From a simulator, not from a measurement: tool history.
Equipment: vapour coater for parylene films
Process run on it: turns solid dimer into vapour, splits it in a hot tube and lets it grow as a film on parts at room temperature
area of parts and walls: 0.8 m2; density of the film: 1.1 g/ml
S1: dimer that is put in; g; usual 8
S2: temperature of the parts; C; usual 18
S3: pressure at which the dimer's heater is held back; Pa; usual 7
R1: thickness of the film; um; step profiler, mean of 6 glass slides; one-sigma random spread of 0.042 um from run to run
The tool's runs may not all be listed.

run     day  S1  S2     S3     R1
  1       0   8  18      7   5.33
  2   0.708   8  18  11.96   4.88
  3   1.262   8  18  11.96   4.86
  4   1.921   8  25  11.96   3.69
  5     2.3   8  25  11.96   3.67
  6   2.858   8  18      7   5.32
  7     3.2   8  18      7   5.43
  8   3.833  14  18      7   9.37
  9   4.408   8  18   2.72   6.35
 10   4.738   8  18   2.72   6.29
 11   5.083   8  18      7   5.36
 12   5.838   8  18   4.02   5.93
 13   6.312   8  18   4.02   5.85
 14   6.817   8  21   4.02   5.22
 15   7.179   8  21   4.02   5.09
 16   7.729   4  18      7   2.62
 17   8.338   8  18      7   5.27
 18   9.146   8  18      7   5.35
 19   9.483   8  21      7   4.69
 20  10.192   8  21      7    4.6
 21  10.638   8  11      7   6.83
 22  11.312  10  18      7   6.53
 23  12.079  10  18      7   6.48
 24  12.483   8  22    4.8   4.63
 25  12.817   8  14  10.22   5.69
 26  13.392  10  18    5.4   6.72
 27  13.971   8  18   2.44   6.21
 28  14.429   5  20   2.74   3.46
 29  15.058  13  11   4.12  12.02
 30  15.725  12  20   7.26   6.99
 31  16.167  12  20   7.26   6.98
 32   16.75   6  25   7.26   2.88
 33  17.446   6  25   6.93   2.91
 34  17.788   6  25   6.93   2.85
 35  18.329   6  25   6.93   2.86
 36  18.975   6  25   6.93   2.86

Not shown here: 2 entries made in the log between runs. Locate each between two listed runs and compare the hidden state at the listed run before it with the hidden state at the listed run after it:
Between runs 17 and 18: table's thermometer calibrated (day 8.412)
  vapour lost through the trap's worn valve, %: 6.3 -> 6.5; true temperature of the parts over the reading, C: -0.43 -> -0.58
  measured less the result without the state, R1: -0.26 -> -0.24 um
Between runs 19 and 20: table's thermometer calibrated, once more (day 9.621)
  vapour lost through the trap's worn valve, %: 6.6 -> 6.8; true temperature of the parts over the reading, C: -0.58 -> 0.08
  measured less the result without the state, R1: -0.21 -> -0.35 um

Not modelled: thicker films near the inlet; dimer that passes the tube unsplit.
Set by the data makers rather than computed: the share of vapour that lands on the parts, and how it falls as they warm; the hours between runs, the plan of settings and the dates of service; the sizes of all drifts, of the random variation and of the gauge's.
